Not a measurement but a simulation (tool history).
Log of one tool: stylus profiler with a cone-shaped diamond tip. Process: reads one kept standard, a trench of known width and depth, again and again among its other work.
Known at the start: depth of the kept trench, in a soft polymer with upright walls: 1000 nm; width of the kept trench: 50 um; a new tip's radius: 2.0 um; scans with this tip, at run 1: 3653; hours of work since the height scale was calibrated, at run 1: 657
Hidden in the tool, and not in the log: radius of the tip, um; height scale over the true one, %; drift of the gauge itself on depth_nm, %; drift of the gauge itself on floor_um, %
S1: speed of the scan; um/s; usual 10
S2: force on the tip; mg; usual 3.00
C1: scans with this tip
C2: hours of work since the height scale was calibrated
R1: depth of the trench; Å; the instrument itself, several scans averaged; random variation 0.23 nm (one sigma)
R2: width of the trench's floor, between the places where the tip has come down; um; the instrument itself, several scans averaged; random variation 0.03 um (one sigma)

run   hour  S1    S2    C1   C2       R1     R2
  1    0.0  10  3.00  3653  657  10143.2  45.48
  2   25.9   5  3.00  3729  670  10138.1  45.40
  3   65.6   5  3.00  3846  691  10140.5  45.38
  4  105.6   8  3.00  3964  712  10140.5  45.41
  5  135.0   8  3.00  4050  728  10142.3  45.33
  6  172.0   8  3.00  4159  747  10138.2  45.34
  7  199.6  10  3.00  4240  762  10139.5  45.33
  8  238.5   4  3.00  4354  783  10135.1  45.29
  9  272.8   3  3.00  4455  801  10131.9  45.28
 10  309.6  10  3.00  4563  820  10135.3  45.19
 11  331.8   5  2.47  4629  832  10115.9  45.17
 12  367.6   3  6.86  4734  851  10251.4  45.25
 13  399.7  21  1.89  4828  868  10090.5  45.09
 14  420.9  36  2.30  4890  879  10107.1  45.00
     423.6  -- height scale calibrated on a step standard
 15  463.1   2  2.88  5013   21  10109.0  45.11
 16  499.2   6  3.52  5119   40  10130.4  45.11
 17  533.4   6  1.21  5220   58  10042.7  45.03
 18  557.0   7  8.07  5289   71  10264.1  45.07
 19  591.7   6  2.54  5391   89  10094.2  45.06

3 ways to go on from here, each from the tool as it stands after run 19. What would each give?
  A  621.4   6  5.47  5478  105   ?   ?
  B  621.4   5  6.87  5478  105   ?   ?
  C  621.4   7  2.99  5478  105   ?   ?

run       R1     R2
  A  10192.8  45.05
  B  10232.5  44.98
  C  10112.0  44.98
Without the tool's hidden state the same runs would have given:
run       R1     R2
  A  10243.4  46.56
  B  10283.4  46.48
  C  10162.2  46.49
